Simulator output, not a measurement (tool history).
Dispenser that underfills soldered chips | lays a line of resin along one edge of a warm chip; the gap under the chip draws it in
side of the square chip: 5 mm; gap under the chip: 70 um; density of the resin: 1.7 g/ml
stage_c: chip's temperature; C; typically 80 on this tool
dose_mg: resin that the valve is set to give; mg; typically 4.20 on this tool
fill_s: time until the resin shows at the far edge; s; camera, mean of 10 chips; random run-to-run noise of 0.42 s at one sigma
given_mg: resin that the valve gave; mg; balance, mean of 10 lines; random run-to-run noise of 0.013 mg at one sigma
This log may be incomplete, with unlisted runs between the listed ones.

run	hour	stage_c	dose_mg	fill_s	given_mg
1	0.0	80	4.20	43.9	4.10
2	5.8	80	4.31	35.1	4.19
3	14.3	80	3.91	31.6	3.80
4	21.3	80	3.91	41.7	3.79
5	30.2	80	4.44	35.7	4.28
6	37.5	80	4.29	31.1	4.13
7	43.4	80	5.05	37.0	4.83
8	52.4	80	5.05	32.6	4.87
9	60.0	93	4.55	27.9	4.53
10	70.3	67	4.55	62.8	4.54
11	77.9	80	4.98	33.4	4.96
12	83.6	89	5.38	30.5	5.35
13	92.4	91	4.20	26.1	4.15

Taken out of this log: 9 entries between the listed runs. Where each belongs, and how the hidden state differs across it:
Logged between run 1 and run 2: new syringe of resin (hour 1.0)
  resin's viscosity, % of fresh resin's: 149.9 -> 120.1; dose that the valve gives, % of what is set: 97.64 -> 97.45; true chip temperature over the reading, C: -0.56 -> -0.57
  measured minus no-state result, fill_s: +15.5 -> +6.6 s; given_mg: -0.10 -> -0.11 mg
Logged between run 2 and run 3: new syringe of resin (hour 13.2)
  resin's viscosity, % of fresh resin's: 120.1 -> 106.5; dose that the valve gives, % of what is set: 97.45 -> 97.17; true chip temperature over the reading, C: -0.57 -> -0.59
  measured minus no-state result, fill_s: +6.6 -> +2.7 s; given_mg: -0.11 -> -0.11 mg
Logged between run 4 and run 5: new syringe of resin (hour 24.9)
  resin's viscosity, % of fresh resin's: 137.7 -> 122.9; dose that the valve gives, % of what is set: 96.93 -> 96.61; true chip temperature over the reading, C: -0.6 -> -0.62
  measured minus no-state result, fill_s: +12.2 -> +7.5 s; given_mg: -0.13 -> -0.15 mg
Logged between run 5 and run 6: new syringe of resin (hour 36.6)
  resin's viscosity, % of fresh resin's: 122.9 -> 104.8; dose that the valve gives, % of what is set: 96.61 -> 96.36; true chip temperature over the reading, C: -0.62 -> -0.63
  measured minus no-state result, fill_s: +7.5 -> +2.2 s; given_mg: -0.15 -> -0.16 mg
Logged between run 7 and run 8: new syringe of resin (hour 49.1)
  resin's viscosity, % of fresh resin's: 130.1 -> 112.7; dose that the valve gives, % of what is set: 96.16 -> 95.86; true chip temperature over the reading, C: -0.64 -> -0.66
  measured minus no-state result, fill_s: +9.3 -> +4.4 s; given_mg: -0.20 -> -0.21 mg
Logged between run 8 and run 9: dispensing valve cleaned and set on the balance (hour 57.2)
  resin's viscosity, % of fresh resin's: 112.7 -> 144; dose that the valve gives, % of what is set: 95.86 -> 100.12; true chip temperature over the reading, C: -0.66 -> -0.67
  measured minus no-state result, fill_s: +4.4 -> +8.8 s; given_mg: -0.21 -> +0.00 mg
Logged between run 9 and run 10: new syringe of resin (hour 62.1)
  resin's viscosity, % of fresh resin's: 144 -> 134.8; dose that the valve gives, % of what is set: 100.12 -> 99.78; true chip temperature over the reading, C: -0.67 -> -0.69
  measured minus no-state result, fill_s: +8.8 -> +17.5 s; given_mg: +0.00 -> -0.01 mg
Logged between run 10 and run 11: new syringe of resin (hour 74.3)
  resin's viscosity, % of fresh resin's: 134.8 -> 114.3; dose that the valve gives, % of what is set: 99.78 -> 99.54; true chip temperature over the reading, C: -0.69 -> -0.7
  measured minus no-state result, fill_s: +17.5 -> +4.9 s; given_mg: -0.01 -> -0.02 mg
Logged between run 12 and run 13: new syringe of resin (hour 86.0)
  resin's viscosity, % of fresh resin's: 140.7 -> 127.1; dose that the valve gives, % of what is set: 99.34 -> 99.06; true chip temperature over the reading, C: -0.71 -> -0.73
  measured minus no-state result, fill_s: +9.2 -> +6.1 s; given_mg: -0.03 -> -0.03 mg

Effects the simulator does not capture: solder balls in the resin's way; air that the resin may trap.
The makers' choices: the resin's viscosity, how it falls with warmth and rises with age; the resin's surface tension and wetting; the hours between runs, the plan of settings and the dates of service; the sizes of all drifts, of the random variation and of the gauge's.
